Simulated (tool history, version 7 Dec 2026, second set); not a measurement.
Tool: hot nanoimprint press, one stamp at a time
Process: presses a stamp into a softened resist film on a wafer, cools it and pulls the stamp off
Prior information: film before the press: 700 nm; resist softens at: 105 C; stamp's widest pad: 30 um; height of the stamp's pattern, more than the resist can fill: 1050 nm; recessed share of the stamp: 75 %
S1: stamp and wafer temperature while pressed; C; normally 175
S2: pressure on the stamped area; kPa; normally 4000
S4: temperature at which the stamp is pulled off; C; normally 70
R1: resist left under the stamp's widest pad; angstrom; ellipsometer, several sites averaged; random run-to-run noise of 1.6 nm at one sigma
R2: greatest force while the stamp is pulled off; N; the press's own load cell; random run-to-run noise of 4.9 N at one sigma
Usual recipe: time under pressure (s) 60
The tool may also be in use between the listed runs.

Run 1, hour 0.0: usual settings. Result: R1 2574 angstrom, R2 245 N.
Run 2, hour 76.7: usual settings but time under pressure (s) 52. Result: R1 2754 angstrom, R2 249 N.
Run 3, hour 143.6: usual settings but time under pressure (s) 51. Result: R1 2753 angstrom, R2 261 N.
Run 4, hour 201.4: usual settings but time under pressure (s) 51. Result: R1 2784 angstrom, R2 274 N.
Run 5, hour 269.4: usual settings but time under pressure (s) 51. Result: R1 2811 angstrom, R2 263 N.
Run 6, hour 326.4: usual settings but S4 66 C. Result: R1 2651 angstrom, R2 279 N.
At hour 392.3: press's hydraulic seals changed and the load cell set to zero.
Run 7, hour 397.1: usual settings but S4 66 C. Result: R1 2558 angstrom, R2 291 N.
Run 8, hour 446.6: usual settings but S4 66 C. Result: R1 2595 angstrom, R2 301 N.
Run 9, hour 517.3: usual settings but S4 66 C. Result: R1 2598 angstrom, R2 301 N.
Run 10, hour 594.8: usual settings but S1 178 C, S4 57 C. Result: R1 2303 angstrom, R2 336 N.
Run 11, hour 655.9: usual settings but S1 165 C, S2 5800 kPa, time under pressure (s) 32, S4 57 C. Result: R1 4191 angstrom, R2 351 N.
At hour 673.1: plate thermocouple calibrated.
Run 12, hour 738.1: usual settings but S2 2790 kPa, S4 62 C. Result: R1 2951 angstrom, R2 327 N.
Run 13, hour 805.2: usual settings but S1 186 C, S2 2790 kPa, time under pressure (s) 49, S4 57 C. Result: R1 2107 angstrom, R2 366 N.
At hour 826.2: stamp cleaned and given a new release coat.
Run 14, hour 895.7: usual settings but time under pressure (s) 118, S4 56 C. Result: R1 1907 angstrom, R2 283 N.
Run 15, hour 977.2: usual settings but S1 185 C, S2 3620 kPa. Result: R1 1771 angstrom, R2 251 N.
Run 16, hour 1012.8: usual settings but S1 165 C, S2 2860 kPa, time under pressure (s) 68, S4 71 C. Result: R1 4308 angstrom, R2 245 N.
Run 17, hour 1082.7: usual settings but S1 180 C, S2 3130 kPa, S4 65 C. Result: R1 2342 angstrom, R2 277 N.

5 ways to go on from here, each from the tool as it stands after run 17. What would each give?
Run A, hour 1145.0: usual settings but S1 180 C, S2 5340 kPa, S4 65 C. Result: R1 ?, R2 ?.
Run B, hour 1145.0: usual settings but S1 180 C, S2 5220 kPa, S4 64 C. Result: R1 ?, R2 ?.
Run C, hour 1145.0: usual settings but S1 181 C, S2 3480 kPa, S4 64 C. Result: R1 ?, R2 ?.
Run D, hour 1145.0: usual settings but S1 171 C, time under pressure (s) 49, S4 76 C. Result: R1 ?, R2 ?.
Run E, hour 1145.0: usual settings but S1 180 C, S2 3130 kPa, S4 61 C. Result: R1 ?, R2 ?.

run    R1   R2
  A  1774  281
  B  1796  283
  C  2166  279
  D  3259  252
  E  2352  292
Without the tool's hidden state the same runs would have given:
run    R1   R2
  A  1693  254
  B  1715  256
  C  2082  252
  D  3130  228
  E  2265  265
